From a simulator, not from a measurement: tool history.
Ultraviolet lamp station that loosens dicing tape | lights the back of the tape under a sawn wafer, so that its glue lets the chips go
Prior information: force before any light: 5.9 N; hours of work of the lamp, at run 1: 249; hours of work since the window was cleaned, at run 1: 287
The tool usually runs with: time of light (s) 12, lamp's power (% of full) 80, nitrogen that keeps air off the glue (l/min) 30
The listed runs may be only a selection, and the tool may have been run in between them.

run,day,time of light (s),lamp's power (% of full),nitrogen that keeps air off the glue (l/min),hours of work of the lamp,hours of work since the window was cleaned,force that peels the tape off (N),light that reached the tape (J/m2)
1,0,12,80,30,249,287,0.307,4090
2,0.188,12,80,29,252,290,0.311,4060
3,0.629,12,80,30,259,296,0.286,4100
4,1.046,12,80,30,265,303,0.279,4060
5,1.421,22,80,30,271,309,0.181,7400
6,1.875,22,80,30,278,316,0.195,7390
7,2.329,12,80,30,285,322,0.309,4060
8,2.542,12,80,10,288,326,0.581,3970
9,2.942,12,80,10,294,332,0.581,4070
10,3.138,12,80,10,297,335,0.588,4030
11,3.329,12,60,10,300,338,0.975,3050
12,3.646,12,80,42,305,343,0.257,4040
13,4.05,12,80,42,311,349,0.271,3960
14,4.388,6,69,27,316,354,1.36,1730
# day 4.425: window cleaned of glue's vapour
15,4.767,12,80,17,322,5,0.453,3910
16,5.104,10,80,10,327,10,0.85,3200
17,5.504,10,80,10,333,17,0.872,3220
18,5.812,9,85,16,338,21,0.673,3090
19,6.062,8,63,53,342,25,0.747,1990
# day 6.292: window cleaned of glue's vapour, once more
20,6.425,6,76,30,347,2,0.962,1980
21,6.683,6,76,30,351,6,1.006,2000
22,7.133,6,76,30,358,13,1.012,2010
23,7.554,6,76,30,364,19,1,1970
24,7.779,6,76,30,368,23,1.04,2000

Alternative continuations, all from the tool just after run 24; predict every row:
A,7.975,12,68,30,371,26,?,?
B,7.975,18,64,30,371,26,?,?
C,7.975,7,80,11,371,26,?,?
D,7.975,16,69,21,371,26,?,?

run,force that peels the tape off (N),light that reached the tape (J/m2)
A,0.376,3540
B,0.234,5010
C,1.263,2380
D,0.266,4760
Take away the tool's hidden state, keep each run's random variation, and the runs would have read:
run,force that peels the tape off (N),light that reached the tape (J/m2)
A,0.328,3840
B,0.219,5430
C,1.121,2590
D,0.24,5160
